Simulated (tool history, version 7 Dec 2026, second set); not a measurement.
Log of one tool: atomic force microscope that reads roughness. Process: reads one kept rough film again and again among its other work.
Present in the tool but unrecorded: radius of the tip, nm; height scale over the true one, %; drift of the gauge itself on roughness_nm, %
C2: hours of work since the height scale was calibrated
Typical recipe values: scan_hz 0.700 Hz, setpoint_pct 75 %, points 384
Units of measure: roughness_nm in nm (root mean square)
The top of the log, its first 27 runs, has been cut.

run 28 hour=830.8 | scan_hz=2.210 setpoint_pct=75 points=667 | pictures_with_this_tip=75 C2=26 | roughness_nm=2.578
run 29 hour=863.3 | scan_hz=2.334 setpoint_pct=71 points=738 | pictures_with_this_tip=131 C2=46 | roughness_nm=2.602
-- hour=882.3 height scale calibrated on a step standard, once more
-- hour=882.8 new tip fitted
run 30 hour=901.7 | scan_hz=3.377 setpoint_pct=71 points=738 | pictures_with_this_tip=33 C2=11 | roughness_nm=2.621
run 31 hour=932.1 | scan_hz=3.377 setpoint_pct=71 points=738 | pictures_with_this_tip=85 C2=29 | roughness_nm=2.564
-- hour=977.0 new tip fitted
run 32 hour=977.7 | scan_hz=2.650 setpoint_pct=82 points=384 | pictures_with_this_tip=1 C2=56 | roughness_nm=2.544
run 33 hour=1005.2 | scan_hz=0.704 setpoint_pct=75 points=385 | pictures_with_this_tip=48 C2=73 | roughness_nm=2.781
run 34 hour=1042.1 | scan_hz=0.700 setpoint_pct=75 points=490 | pictures_with_this_tip=111 C2=94 | roughness_nm=2.745
-- hour=1070.7 new tip fitted
run 35 hour=1073.1 | scan_hz=0.700 setpoint_pct=77 points=837 | pictures_with_this_tip=5 C2=113 | roughness_nm=2.811
run 36 hour=1100.1 | scan_hz=0.700 setpoint_pct=77 points=837 | pictures_with_this_tip=51 C2=129 | roughness_nm=2.789
run 37 hour=1144.7 | scan_hz=0.700 setpoint_pct=77 points=837 | pictures_with_this_tip=127 C2=155 | roughness_nm=2.732
-- hour=1165.4 new tip fitted
run 38 hour=1166.5 | scan_hz=0.700 setpoint_pct=66 points=837 | pictures_with_this_tip=2 C2=168 | roughness_nm=2.851
run 39 hour=1192.6 | scan_hz=1.608 setpoint_pct=66 points=837 | pictures_with_this_tip=46 C2=183 | roughness_nm=2.773
run 40 hour=1234.3 | scan_hz=0.828 setpoint_pct=81 points=500 | pictures_with_this_tip=118 C2=208 | roughness_nm=2.696
-- hour=1259.1 new tip fitted
run 41 hour=1268.8 | scan_hz=1.776 setpoint_pct=75 points=931 | pictures_with_this_tip=17 C2=228 | roughness_nm=2.724
run 42 hour=1300.0 | scan_hz=1.776 setpoint_pct=75 points=931 | pictures_with_this_tip=70 C2=247 | roughness_nm=2.674
run 43 hour=1343.5 | scan_hz=1.610 setpoint_pct=60 points=384 | pictures_with_this_tip=145 C2=273 | roughness_nm=2.713
-- hour=1350.9 new tip fitted
run 44 hour=1387.1 | scan_hz=0.700 setpoint_pct=75 points=518 | pictures_with_this_tip=62 C2=298 | roughness_nm=2.763

5 ways to go on from here, each from the tool as it stands after run 44. What would each give?
run A hour=1407.1 | scan_hz=0.864 setpoint_pct=75 points=591 | pictures_with_this_tip=97 C2=310 | roughness_nm=?
run B hour=1407.1 | scan_hz=0.700 setpoint_pct=75 points=583 | pictures_with_this_tip=97 C2=310 | roughness_nm=?
run C hour=1407.1 | scan_hz=3.154 setpoint_pct=67 points=384 | pictures_with_this_tip=97 C2=310 | roughness_nm=?
run D hour=1407.1 | scan_hz=1.037 setpoint_pct=86 points=859 | pictures_with_this_tip=97 C2=310 | roughness_nm=?
run E hour=1407.1 | scan_hz=0.917 setpoint_pct=75 points=268 | pictures_with_this_tip=97 C2=310 | roughness_nm=?

run=A roughness_nm=2.734
run=B roughness_nm=2.760
run=C roughness_nm=2.631
run=D roughness_nm=2.655
run=E roughness_nm=2.731
With the hidden condition removed and each run's random variation left untouched, the same runs would have given:
run=A roughness_nm=2.826
run=B roughness_nm=2.853
run=C roughness_nm=2.720
run=D roughness_nm=2.745
run=E roughness_nm=2.823
